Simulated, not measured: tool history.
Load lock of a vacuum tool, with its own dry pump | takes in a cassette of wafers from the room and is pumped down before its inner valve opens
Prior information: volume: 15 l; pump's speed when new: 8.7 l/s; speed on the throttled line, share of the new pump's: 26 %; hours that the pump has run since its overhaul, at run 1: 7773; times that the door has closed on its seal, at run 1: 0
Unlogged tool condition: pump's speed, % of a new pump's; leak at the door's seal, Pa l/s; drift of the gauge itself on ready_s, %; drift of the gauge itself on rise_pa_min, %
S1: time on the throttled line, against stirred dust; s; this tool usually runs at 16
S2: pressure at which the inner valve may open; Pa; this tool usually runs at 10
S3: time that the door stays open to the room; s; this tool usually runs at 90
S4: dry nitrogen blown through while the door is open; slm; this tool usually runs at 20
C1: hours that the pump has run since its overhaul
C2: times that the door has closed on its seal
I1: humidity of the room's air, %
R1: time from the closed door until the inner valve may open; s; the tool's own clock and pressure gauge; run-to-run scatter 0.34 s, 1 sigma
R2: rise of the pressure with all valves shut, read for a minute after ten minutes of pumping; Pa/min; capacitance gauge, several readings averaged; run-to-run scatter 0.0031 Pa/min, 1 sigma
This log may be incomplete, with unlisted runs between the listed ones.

Run 1, day 0.000: usual settings; C1 7773; C2 0; I1 44.4. Result: R1 29.4 s, R2 0.063 Pa/min.
Run 2, day 8.404: usual settings; C1 7975; C2 599; I1 42.8. Result: R1 29.2 s, R2 0.062 Pa/min.
Run 3, day 19.846: usual settings; C1 8249; C2 1414; I1 43.0. Result: R1 29.9 s, R2 0.074 Pa/min.
Run 4, day 34.762: usual settings; C1 8607; C2 2477; I1 46.6. Result: R1 30.4 s, R2 0.083 Pa/min.
Run 5, day 46.338: usual settings but S2 12 Pa; C1 8885; C2 3302; I1 43.4. Result: R1 28.5 s, R2 0.084 Pa/min.
Run 6, day 59.300: usual settings but S2 12 Pa; C1 9196; C2 4226; I1 43.4. Result: R1 30.1 s, R2 0.091 Pa/min.
Run 7, day 70.379: usual settings but S1 26 s, S4 4 slm; C1 9462; C2 5016; I1 45.1. Result: R1 36.7 s, R2 0.121 Pa/min.
Run 8, day 85.958: usual settings but S1 26 s, S4 4 slm; C1 9836; C2 6126; I1 47.0. Result: R1 36.6 s, R2 0.139 Pa/min.
Run 9, day 102.471: usual settings but S1 15 s, S4 5 slm; C1 10232; C2 7303; I1 44.9. Result: R1 29.2 s, R2 0.136 Pa/min.
Run 10, day 115.567: usual settings but S1 15 s, S4 5 slm; C1 10546; C2 8237; I1 44.2. Result: R1 29.2 s, R2 0.146 Pa/min.
Run 11, day 125.879: usual settings but S1 15 s, S2 16 Pa, S3 47 s, S4 5 slm; C1 10794; C2 8971; I1 45.1. Result: R1 28.6 s, R2 0.137 Pa/min.
Run 12, day 141.492: usual settings but S1 15 s, S2 16 Pa, S3 47 s, S4 11 slm; C1 11169; C2 10084; I1 43.1. Result: R1 28.9 s, R2 0.134 Pa/min.

3 options for the next run, each taken on its own from the tool as it stands now. Forecast them:
Run A, day 149.471: usual settings but S1 15 s, S2 19 Pa, S3 47 s, S4 11 slm; C1 11360; C2 10653; I1 45.2. Result: R1 ?, R2 ?.
Run B, day 149.471: usual settings but S2 15 Pa, S3 189 s; C1 11360; C2 10653; I1 42.5. Result: R1 ?, R2 ?.
Run C, day 149.471: usual settings but S1 15 s, S2 16 Pa, S3 47 s; C1 11360; C2 10653; I1 43.2. Result: R1 ?, R2 ?.

run    R1     R2
  A  28.5  0.140
  B  29.4  0.162
  C  29.9  0.129
With the hidden condition removed and each run's random variation left untouched, the same runs would have given:
run    R1     R2
  A  26.0  0.060
  B  26.8  0.082
  C  27.3  0.048

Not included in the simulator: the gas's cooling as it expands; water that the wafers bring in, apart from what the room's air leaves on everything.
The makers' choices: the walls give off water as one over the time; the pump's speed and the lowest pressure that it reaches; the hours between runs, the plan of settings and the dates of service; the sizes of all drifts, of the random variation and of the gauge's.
